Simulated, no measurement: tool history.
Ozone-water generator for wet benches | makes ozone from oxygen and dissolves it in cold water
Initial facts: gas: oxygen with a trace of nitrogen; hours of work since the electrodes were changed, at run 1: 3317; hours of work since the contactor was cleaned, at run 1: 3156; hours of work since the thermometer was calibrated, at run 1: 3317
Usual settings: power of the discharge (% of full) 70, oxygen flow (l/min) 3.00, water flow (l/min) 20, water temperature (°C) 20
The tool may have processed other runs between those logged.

run,hour,power of the discharge (% of full),oxygen flow (l/min),water flow (l/min),water temperature (°C),hours of work since the electrodes were changed,hours of work since the contactor was cleaned,hours of work since the thermometer was calibrated,dissolved ozone (ppm),ozone in the gas ahead of the water (g/m3)
1,0.0,70,3.00,20,20,3317,3156,3317,12.4,202.4
2,110.0,70,3.00,20,20,3393,3233,3393,12.1,202.4
3,169.8,70,3.00,20,20,3434,3274,3434,12.3,202.0
# hour 262.9: water thermometer calibrated
4,303.1,70,3.00,20,20,3527,3366,28,12.1,202.3
5,372.1,70,3.00,20,20,3575,3414,76,12.4,201.3
6,487.5,70,3.00,20,20,3655,3494,156,12.3,203.7
7,565.4,70,3.00,20,22,3709,3549,210,11.9,204.0
8,631.8,70,3.00,20,22,3755,3595,256,12.0,205.2
9,719.2,70,3.00,20,22,3815,3655,317,12.0,204.1
10,819.3,70,3.00,20,20,3885,3725,386,12.2,203.0
11,913.8,70,3.00,20,20,3950,3790,452,12.4,202.3
12,1017.7,70,3.00,20,20,4023,3862,524,12.1,203.1
13,1108.4,70,3.96,20,20,4086,3925,587,12.3,172.0
14,1213.8,55,3.96,20,20,4159,3999,660,9.9,138.2
15,1300.9,55,3.96,20,20,4219,4059,720,9.9,135.9
16,1379.9,55,3.96,20,14,4274,4114,775,10.6,137.9
17,1449.5,63,3.27,23,21,4322,4162,824,9.4,176.7
18,1565.2,63,3.27,23,21,4403,4242,904,9.4,175.8
19,1698.7,63,2.46,23,13,4495,4335,996,9.8,210.7
20,1814.1,63,5.39,23,13,4575,4415,1077,10.3,127.4
21,1893.6,60,2.20,15,14,4631,4470,1132,15.5,220.2
22,1984.8,60,2.20,15,14,4694,4534,1195,15.6,220.2
23,2090.1,70,5.01,19,20,4767,4607,1268,12.5,148.0
24,2179.3,51,4.68,25,14,4829,4669,1330,7.7,115.5
25,2312.2,51,3.06,25,27,4921,4761,1422,6.6,152.9
26,2406.8,70,3.00,17,20,4987,4827,1488,14.7,206.8
27,2544.5,57,3.00,20,24,5082,4922,1584,9.8,171.0
28,2652.8,57,3.00,20,24,5157,4997,1659,9.8,171.2
29,2743.7,57,3.00,20,24,5221,5060,1722,9.7,171.4
30,2862.6,70,4.18,20,24,5303,5143,1804,11.4,167.6
# hour 2869.5: gauge calibrated
31,2936.2,55,3.00,22,20,5354,5194,1855,8.8,161.8

Below are 5 alternative next runs, each starting from the tool's condition after run 31. Predict each:
A,3054.1,43,4.92,20,13,5436,5276,1937,?,?
B,3054.1,50,3.00,22,20,5436,5276,1937,?,?
C,3054.1,83,3.00,20,20,5436,5276,1937,?,?
D,3054.1,55,3.00,22,24,5436,5276,1937,?,?
E,3054.1,69,4.16,17,20,5436,5276,1937,?,?

run,dissolved ozone (ppm),ozone in the gas ahead of the water (g/m3)
A,8.4,95.2
B,8.0,149.7
C,14.3,234.1
D,8.4,163.0
E,14.3,159.1
With no hidden state in the tool, these same runs would have given:
run,dissolved ozone (ppm),ozone in the gas ahead of the water (g/m3)
A,8.4,95.1
B,8.0,149.5
C,14.3,233.9
D,8.4,162.8
E,14.3,159.0
